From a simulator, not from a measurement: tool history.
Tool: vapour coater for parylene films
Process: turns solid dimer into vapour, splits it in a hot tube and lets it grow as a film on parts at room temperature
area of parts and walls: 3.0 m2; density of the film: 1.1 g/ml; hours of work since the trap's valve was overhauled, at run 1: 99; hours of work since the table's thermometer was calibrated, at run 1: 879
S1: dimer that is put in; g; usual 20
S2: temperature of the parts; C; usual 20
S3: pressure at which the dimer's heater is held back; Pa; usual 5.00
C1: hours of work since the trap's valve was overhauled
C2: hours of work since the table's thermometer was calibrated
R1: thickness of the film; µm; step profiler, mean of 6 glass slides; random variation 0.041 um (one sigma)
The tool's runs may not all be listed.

| run | hour | S1 | S2 | S3 | C1 | C2 | R1 |
|---|---|---|---|---|---|---|---|
| 1 | 0.0 | 20 | 20 | 5.00 | 99 | 879 | 4.19 |
|  | 42.0 | table's thermometer calibrated |
| 2 | 79.7 | 20 | 20 | 5.00 | 168 | 33 | 4.01 |
| 3 | 165.5 | 20 | 20 | 5.00 | 243 | 108 | 4.02 |
| 4 | 206.6 | 20 | 20 | 5.00 | 279 | 144 | 3.97 |
| 5 | 264.5 | 20 | 20 | 5.00 | 330 | 195 | 3.86 |
| 6 | 350.1 | 20 | 20 | 5.00 | 405 | 270 | 3.78 |
|  | 400.6 | trap's valve overhauled |
| 7 | 439.7 | 20 | 20 | 5.00 | 34 | 345 | 4.24 |
| 8 | 507.2 | 20 | 20 | 5.00 | 93 | 404 | 4.16 |
| 9 | 552.8 | 16 | 22 | 3.65 | 133 | 444 | 3.29 |
|  | 559.1 | table's thermometer calibrated, once more |
| 10 | 589.3 | 26 | 18 | 8.35 | 164 | 26 | 5.24 |
| 11 | 664.7 | 20 | 15 | 5.00 | 230 | 92 | 4.92 |
| 12 | 708.0 | 20 | 15 | 5.00 | 268 | 130 | 4.90 |
| 13 | 775.0 | 11 | 14 | 9.77 | 327 | 189 | 2.35 |
| 14 | 846.3 | 11 | 26 | 9.77 | 390 | 252 | 1.47 |

Hidden state at the last listed run before each entry between runs and at the first one after, where it differs:
Between runs 1 and 2: table's thermometer calibrated (hour 42.0)
  vapour lost through the trap's worn valve, %: 3.3 -> 5.4; true temperature of the parts over the reading, C: 0.57 -> 0.69
  measured less the result without the state, R1: -0.24 -> -0.34 µm
Between runs 6 and 7: trap's valve overhauled (hour 400.6)
  vapour lost through the trap's worn valve, %: 13 -> 1.4; true temperature of the parts over the reading, C: 0.81 -> 0.85
  measured less the result without the state, R1: -0.69 -> -0.20 µm
Between runs 9 and 10: table's thermometer calibrated, once more (hour 559.1)
  vapour lost through the trap's worn valve, %: 4.4 -> 5.2; true temperature of the parts over the reading, C: 0.9 -> -0.13
  measured less the result without the state, R1: -0.27 -> -0.26 µm
